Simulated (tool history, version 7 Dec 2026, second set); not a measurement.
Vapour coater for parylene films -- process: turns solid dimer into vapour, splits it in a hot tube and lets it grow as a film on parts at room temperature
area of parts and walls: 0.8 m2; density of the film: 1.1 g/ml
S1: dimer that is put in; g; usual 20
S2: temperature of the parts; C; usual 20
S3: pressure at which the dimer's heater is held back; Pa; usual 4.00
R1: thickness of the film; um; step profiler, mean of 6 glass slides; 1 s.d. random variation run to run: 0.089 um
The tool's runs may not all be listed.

{"run": 1, "hour": 0.0, "S1": 20, "S2": 20, "S3": 4.0, "R1": 10.46}
{"run": 2, "hour": 32.4, "S1": 20, "S2": 20, "S3": 3.35, "R1": 10.82}
{"run": 3, "hour": 72.7, "S1": 20, "S2": 20, "S3": 4.0, "R1": 10.54}
{"run": 4, "hour": 108.4, "S1": 20, "S2": 20, "S3": 4.0, "R1": 10.34}
{"run": 5, "hour": 137.6, "S1": 20, "S2": 20, "S3": 4.0, "R1": 10.45}
{"run": 6, "hour": 176.2, "S1": 20, "S2": 20, "S3": 4.0, "R1": 10.41}
{"run": 7, "hour": 202.4, "S1": 20, "S2": 28, "S3": 4.0, "R1": 8.75}
{"run": 8, "hour": 232.8, "S1": 20, "S2": 20, "S3": 4.0, "R1": 10.34}
{"run": 9, "hour": 261.1, "S1": 20, "S2": 19, "S3": 4.0, "R1": 10.46}
{"run": 10, "hour": 290.1, "S1": 20, "S2": 19, "S3": 4.0, "R1": 10.46}
{"run": 11, "hour": 329.7, "S1": 21, "S2": 20, "S3": 4.0, "R1": 10.57}
{"run": 12, "hour": 363.1, "S1": 21, "S2": 20, "S3": 4.0, "R1": 10.67}
{"run": 13, "hour": 390.6, "S1": 12, "S2": 25, "S3": 2.62, "R1": 5.95}
{"run": 14, "hour": 425.5, "S1": 13, "S2": 26, "S3": 3.65, "R1": 6.04}
{"run": 15, "hour": 451.0, "S1": 11, "S2": 28, "S3": 5.11, "R1": 4.54}
{"run": 16, "hour": 488.9, "S1": 11, "S2": 21, "S3": 5.11, "R1": 5.27}
{"run": 17, "hour": 518.9, "S1": 20, "S2": 23, "S3": 4.0, "R1": 9.48}
{"run": 18, "hour": 545.0, "S1": 13, "S2": 19, "S3": 3.42, "R1": 6.94}
{"run": 19, "hour": 581.1, "S1": 13, "S2": 19, "S3": 3.42, "R1": 6.83}
{"run": 20, "hour": 619.2, "S1": 13, "S2": 19, "S3": 3.42, "R1": 6.82}
{"hour": 647.8, "done": "trap's valve overhauled"}
{"run": 21, "hour": 647.8, "S1": 24, "S2": 20, "S3": 2.83, "R1": 13.84}
{"run": 22, "hour": 686.4, "S1": 15, "S2": 14, "S3": 3.71, "R1": 9.25}

3 ways to go on from here, each from the tool as it stands after run 22. What would each give?
{"run": "A", "hour": 722.8, "S1": 20, "S2": 15, "S3": 3.8, "R1": "?"}
{"run": "B", "hour": 722.8, "S1": 34, "S2": 20, "S3": 4.0, "R1": "?"}
{"run": "C", "hour": 722.8, "S1": 20, "S2": 20, "S3": 5.57, "R1": "?"}

run=A R1=12.10
run=B R1=18.60
run=C R1=10.37
With no hidden state in the tool, these same runs would have given:
run=A R1=12.12
run=B R1=18.63
run=C R1=10.39
